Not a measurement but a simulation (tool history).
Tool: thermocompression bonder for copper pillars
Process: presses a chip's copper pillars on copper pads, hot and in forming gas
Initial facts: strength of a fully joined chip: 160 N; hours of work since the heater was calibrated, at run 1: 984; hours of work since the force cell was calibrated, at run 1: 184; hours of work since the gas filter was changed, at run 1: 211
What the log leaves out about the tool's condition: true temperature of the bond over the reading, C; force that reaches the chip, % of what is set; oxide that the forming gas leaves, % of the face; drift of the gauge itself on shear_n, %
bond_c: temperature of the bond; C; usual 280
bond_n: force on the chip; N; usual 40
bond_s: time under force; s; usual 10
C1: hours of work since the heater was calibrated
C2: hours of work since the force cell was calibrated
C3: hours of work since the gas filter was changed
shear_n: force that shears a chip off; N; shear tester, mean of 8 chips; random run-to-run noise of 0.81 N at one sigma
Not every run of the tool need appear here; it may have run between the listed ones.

Run 1, hour 0: usual settings; C1 984; C2 184; C3 211. Result: shear_n 50.9 N.
Run 2, hour 24.9: usual settings; C1 1001; C2 201; C3 227. Result: shear_n 51.1 N.
At hour 43.7: forming gas filter changed.
Run 3, hour 52.7: usual settings; C1 1019; C2 220; C3 6. Result: shear_n 55.5 N.
Run 4, hour 77.1: usual settings; C1 1036; C2 236; C3 23. Result: shear_n 56.6 N.
Run 5, hour 105.9: usual settings; C1 1055; C2 256; C3 42. Result: shear_n 55.2 N.
Run 6, hour 122.6: usual settings; C1 1067; C2 267; C3 53. Result: shear_n 54.3 N.
Run 7, hour 143.5: usual settings; C1 1081; C2 281; C3 68. Result: shear_n 56.2 N.
Run 8, hour 163.1: usual settings but bond_c 294 C; C1 1094; C2 294; C3 81. Result: shear_n 63.6 N.
Run 9, hour 183.3: usual settings but bond_c 294 C; C1 1108; C2 308; C3 95. Result: shear_n 61.5 N.
Run 10, hour 206.6: usual settings but bond_n 42 N; C1 1124; C2 324; C3 110. Result: shear_n 57.1 N.
Run 11, hour 218.9: usual settings but bond_n 42 N; C1 1132; C2 332; C3 119. Result: shear_n 55.1 N.
Run 12, hour 236.2: usual settings but bond_n 42 N; C1 1144; C2 344; C3 130. Result: shear_n 55 N.
Run 13, hour 259.4: usual settings but bond_n 42 N; C1 1159; C2 359; C3 146. Result: shear_n 56.2 N.
Run 14, hour 281.6: usual settings but bond_s 26 s; C1 1174; C2 375; C3 161. Result: shear_n 76.1 N.
Run 15, hour 295: usual settings but bond_s 26 s; C1 1183; C2 384; C3 170. Result: shear_n 73.5 N.
Run 16, hour 318.9: usual settings but bond_s 26 s; C1 1200; C2 400; C3 186. Result: shear_n 73 N.
Run 17, hour 332.2: usual settings but bond_c 270 C, bond_s 6 s; C1 1209; C2 409; C3 195. Result: shear_n 35 N.
Run 18, hour 352.2: usual settings but bond_c 270 C, bond_s 6 s; C1 1222; C2 422; C3 209. Result: shear_n 36 N.
At hour 356.1: force cell calibrated.
Run 19, hour 366.5: usual settings but bond_c 270 C, bond_s 6 s; C1 1231; C2 7; C3 218. Result: shear_n 34.8 N.
Run 20, hour 394.8: usual settings but bond_c 270 C, bond_s 6 s; C1 1250; C2 26; C3 237. Result: shear_n 34.2 N.
At hour 399: forming gas filter changed.
Run 21, hour 417.6: usual settings but bond_c 270 C, bond_s 6 s; C1 1265; C2 41; C3 13. Result: shear_n 39 N.
Run 22, hour 441.2: usual settings but bond_c 270 C, bond_s 6 s; C1 1281; C2 57; C3 29. Result: shear_n 38 N.
Run 23, hour 463.7: usual settings but bond_c 270 C, bond_s 6 s; C1 1296; C2 73; C3 44. Result: shear_n 37.6 N.
At hour 478.8: heater calibrated with a thermocouple chip.
Run 24, hour 490.1: usual settings but bond_c 272 C, bond_n 30 N, bond_s 6 s; C1 8; C2 89; C3 60. Result: shear_n 33.8 N.

Expected results for the next run?
At hour 495.7: force cell calibrated, once more.
Run 25, hour 518.2: usual settings but bond_c 281 C, bond_n 51 N, bond_s 5 s; C1 26; C2 15; C3 78. Result: shear_n ?.

Logged for run 25: shear_n 60.4 N.
Minus the tool's unlogged condition, the same run would have read shear_n 62.1 N.
